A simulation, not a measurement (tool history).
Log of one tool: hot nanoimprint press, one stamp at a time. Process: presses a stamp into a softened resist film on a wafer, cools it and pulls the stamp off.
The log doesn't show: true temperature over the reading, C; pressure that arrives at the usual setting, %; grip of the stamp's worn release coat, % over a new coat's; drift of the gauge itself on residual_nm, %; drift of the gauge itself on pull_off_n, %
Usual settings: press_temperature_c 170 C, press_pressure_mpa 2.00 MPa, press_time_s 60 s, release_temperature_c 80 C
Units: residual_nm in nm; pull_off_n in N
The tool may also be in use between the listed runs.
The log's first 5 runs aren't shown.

run	hour	press_temperature_c	press_pressure_mpa	press_time_s	release_temperature_c	hours of work since the thermocouple was calibrated	imprints on the stamp's release coat	hours of work since the press's seals were changed	residual_nm	pull_off_n
# hour 127.6: stamp cleaned and given a new release coat
6	129.7	170	2.00	60	80	142	6	210	120.4	162
7	161.5	159	2.00	60	80	163	102	231	212.8	164
8	175.4	170	2.00	60	80	172	143	240	120.8	163
9	206.0	170	2.00	60	80	192	235	260	121.1	167
10	225.1	170	2.00	60	72	204	293	272	120.4	184
11	258.4	170	2.00	60	72	226	393	294	121.0	185
12	283.2	175	2.00	60	72	242	467	310	89.8	184
13	311.0	175	2.00	60	72	260	551	328	91.0	185
14	336.4	175	2.00	60	72	277	627	345	91.0	185
15	352.0	170	2.00	60	80	287	674	355	120.2	164
16	374.4	170	2.00	60	80	302	741	369	120.6	165
17	396.5	170	2.00	60	80	316	807	384	120.6	166
18	424.5	170	2.00	88	76	335	892	402	103.5	175
19	443.1	170	2.00	88	76	347	947	414	102.9	174
20	465.1	158	2.67	53	80	361	1013	429	210.6	164
21	480.5	174	1.31	105	72	371	1060	439	92.7	184
# hour 496.0: stamp cleaned and given a new release coat
22	510.0	174	1.22	107	72	386	42	454	95.3	185
23	538.0	165	2.00	60	80	405	126	472	159.1	162
24	566.7	165	1.86	60	80	423	212	491	164.8	162
25	592.8	170	2.00	47	80	440	291	508	133.2	163
26	615.2	160	2.00	65	81	455	358	523	199.7	161
27	645.1	160	1.91	65	74	475	448	542	203.2	181
28	668.1	171	2.00	60	77	490	517	557	114.2	170
29	700.6	159	2.00	60	82	511	614	579	213.3	159

The next listed run, before its measurement:
30	723.5	159	2.00	60	82	526	683	594	?	?

{"run 30": {"residual_nm": 213.1, "pull_off_n": 160}}
Without the tool's hidden state the same run would have given residual_nm 212.9 nm, pull_off_n 160 N.
